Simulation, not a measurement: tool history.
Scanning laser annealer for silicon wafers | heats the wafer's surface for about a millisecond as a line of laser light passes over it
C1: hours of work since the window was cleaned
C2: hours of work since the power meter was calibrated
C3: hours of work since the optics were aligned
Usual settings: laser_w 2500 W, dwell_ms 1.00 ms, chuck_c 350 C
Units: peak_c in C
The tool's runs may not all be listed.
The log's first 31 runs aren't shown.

Run 32, hour 740.5: usual settings but laser_w 2143 W, dwell_ms 0.86 ms, chuck_c 325 C; C1 791; C2 316; C3 718. Result: peak_c 885 C.
Run 33, hour 772.6: usual settings but laser_w 2143 W, dwell_ms 0.86 ms, chuck_c 325 C; C1 804; C2 329; C3 731. Result: peak_c 887 C.
Run 34, hour 805.9: usual settings but laser_w 2275 W; C1 817; C2 342; C3 744. Result: peak_c 997 C.
Run 35, hour 826.7: usual settings but laser_w 2275 W, dwell_ms 0.82 ms, chuck_c 372 C; C1 826; C2 350; C3 753. Result: peak_c 957 C.
Run 36, hour 855.9: usual settings but laser_w 2451 W, dwell_ms 1.16 ms; C1 837; C2 362; C3 764. Result: peak_c 1111 C.
Run 37, hour 882.8: usual settings but laser_w 2451 W, dwell_ms 1.16 ms; C1 848; C2 373; C3 775. Result: peak_c 1109 C.
Run 38, hour 908.1: usual settings but laser_w 2273 W, dwell_ms 1.13 ms, chuck_c 384 C; C1 858; C2 383; C3 785. Result: peak_c 1078 C.
Run 39, hour 924.7: usual settings but laser_w 2462 W, dwell_ms 0.86 ms, chuck_c 383 C; C1 865; C2 390; C3 792. Result: peak_c 1030 C.
Run 40, hour 940.4: usual settings but dwell_ms 0.81 ms; C1 871; C2 396; C3 798. Result: peak_c 987 C.

3 ways to go on from here, each from the tool as it stands after run 40. What would each give?
Run A, hour 957.3: usual settings but laser_w 2303 W, dwell_ms 0.81 ms; C1 878; C2 403; C3 805. Result: peak_c ?.
Run B, hour 957.3: usual settings but laser_w 2589 W, dwell_ms 0.76 ms, chuck_c 375 C; C1 878; C2 403; C3 805. Result: peak_c ?.
Run C, hour 957.3: usual settings but laser_w 2345 W, chuck_c 315 C; C1 878; C2 403; C3 805. Result: peak_c ?.

run  peak_c
  A     934
  B    1013
  C     984
Without the tool's hidden state the same runs would have given:
run  peak_c
  A     971
  B    1053
  C    1026
